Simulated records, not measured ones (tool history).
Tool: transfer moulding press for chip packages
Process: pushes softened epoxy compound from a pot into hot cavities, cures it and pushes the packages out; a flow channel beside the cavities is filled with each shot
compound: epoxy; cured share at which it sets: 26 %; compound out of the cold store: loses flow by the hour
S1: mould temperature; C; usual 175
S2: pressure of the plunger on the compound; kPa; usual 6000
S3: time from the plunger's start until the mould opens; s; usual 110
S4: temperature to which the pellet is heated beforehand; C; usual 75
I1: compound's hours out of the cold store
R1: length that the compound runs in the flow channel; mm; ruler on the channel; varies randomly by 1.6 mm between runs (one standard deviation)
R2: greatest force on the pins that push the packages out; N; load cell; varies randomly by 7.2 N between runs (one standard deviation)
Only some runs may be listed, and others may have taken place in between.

{"run": 1, "hour": 0.0, "S1": 175, "S2": 6000, "S3": 110, "S4": 75, "I1": 45.8, "R1": 714, "R2": 392}
{"run": 2, "hour": 6.8, "S1": 175, "S2": 5140, "S3": 110, "S4": 75, "I1": 12.7, "R1": 749, "R2": 428}
{"run": 3, "hour": 13.7, "S1": 175, "S2": 5140, "S3": 110, "S4": 75, "I1": 44.1, "R1": 664, "R2": 429}
{"run": 4, "hour": 22.4, "S1": 175, "S2": 5140, "S3": 110, "S4": 75, "I1": 33, "R1": 693, "R2": 454}
{"hour": 27.0, "done": "plunger's sealing rings changed"}
{"run": 5, "hour": 29.8, "S1": 175, "S2": 5140, "S3": 110, "S4": 75, "I1": 13.4, "R1": 774, "R2": 470}
{"run": 6, "hour": 36.1, "S1": 175, "S2": 5140, "S3": 122, "S4": 75, "I1": 15.8, "R1": 769, "R2": 445}
{"hour": 45.4, "done": "cavities cleaned with cleaning compound and waxed"}
{"run": 7, "hour": 46.3, "S1": 175, "S2": 5140, "S3": 122, "S4": 75, "I1": 47.2, "R1": 683, "R2": 363}
{"run": 8, "hour": 52.3, "S1": 175, "S2": 6000, "S3": 110, "S4": 75, "I1": 29.6, "R1": 788, "R2": 421}
{"run": 9, "hour": 59.9, "S1": 175, "S2": 6000, "S3": 110, "S4": 75, "I1": 44.2, "R1": 741, "R2": 423}
{"run": 10, "hour": 70.1, "S1": 175, "S2": 6000, "S3": 110, "S4": 75, "I1": 25.9, "R1": 797, "R2": 469}
{"run": 11, "hour": 74.4, "S1": 175, "S2": 6000, "S3": 110, "S4": 75, "I1": 30.9, "R1": 782, "R2": 460}
{"run": 12, "hour": 85.0, "S1": 175, "S2": 6000, "S3": 110, "S4": 75, "I1": 29.5, "R1": 784, "R2": 492}
{"hour": 92.1, "done": "cavities cleaned with cleaning compound and waxed"}
{"run": 13, "hour": 94.8, "S1": 175, "S2": 6000, "S3": 110, "S4": 75, "I1": 36.9, "R1": 763, "R2": 387}
{"run": 14, "hour": 101.6, "S1": 175, "S2": 6000, "S3": 110, "S4": 75, "I1": 41.2, "R1": 750, "R2": 414}
{"run": 15, "hour": 107.3, "S1": 174, "S2": 5340, "S3": 112, "S4": 75, "I1": 11.2, "R1": 795, "R2": 439}
{"run": 16, "hour": 117.3, "S1": 174, "S2": 5340, "S3": 112, "S4": 75, "I1": 38.9, "R1": 716, "R2": 474}
{"run": 17, "hour": 127.8, "S1": 177, "S2": 6000, "S3": 140, "S4": 75, "I1": 25.3, "R1": 786, "R2": 413}
{"run": 18, "hour": 135.4, "S1": 177, "S2": 6000, "S3": 140, "S4": 75, "I1": 16.7, "R1": 813, "R2": 427}
{"hour": 138.5, "done": "cavities cleaned with cleaning compound and waxed"}
{"run": 19, "hour": 146.3, "S1": 168, "S2": 6000, "S3": 110, "S4": 75, "I1": 21.4, "R1": 832, "R2": 677}
{"run": 20, "hour": 151.8, "S1": 175, "S2": 7190, "S3": 124, "S4": 71, "I1": 12, "R1": 910, "R2": 395}

Below, some changes in R1 between adjacent runs. For each, the amount present without the hidden state too (settings, incoming material, random variation) and the amount remaining for the hidden state with gauge scatter not shared by both compared results:
Hidden conditions of the tool in this case: true mould temperature over the reading, C; pressure that reaches the compound, % of what is set; grip of the stained cavities, % over clean ones'; drift of the gauge itself on flow_mm, %; drift of the gauge itself on push_out_n, %.
Run 2 -> 3: nothing adjusted, nothing logged. R1 -85 mm: hidden state +3, all else -88.
Run 4 -> 5: plunger's sealing rings changed. R1 +81 mm: hidden state +28, all else +53.
Run 6 -> 7: cavities cleaned with cleaning compound and waxed. R1 -86 mm: hidden state +0, all else -86.
Run 7 -> 8: S2 5140 -> 6000, S3 122 -> 110. R1 +105 mm: hidden state -1, all else +106.
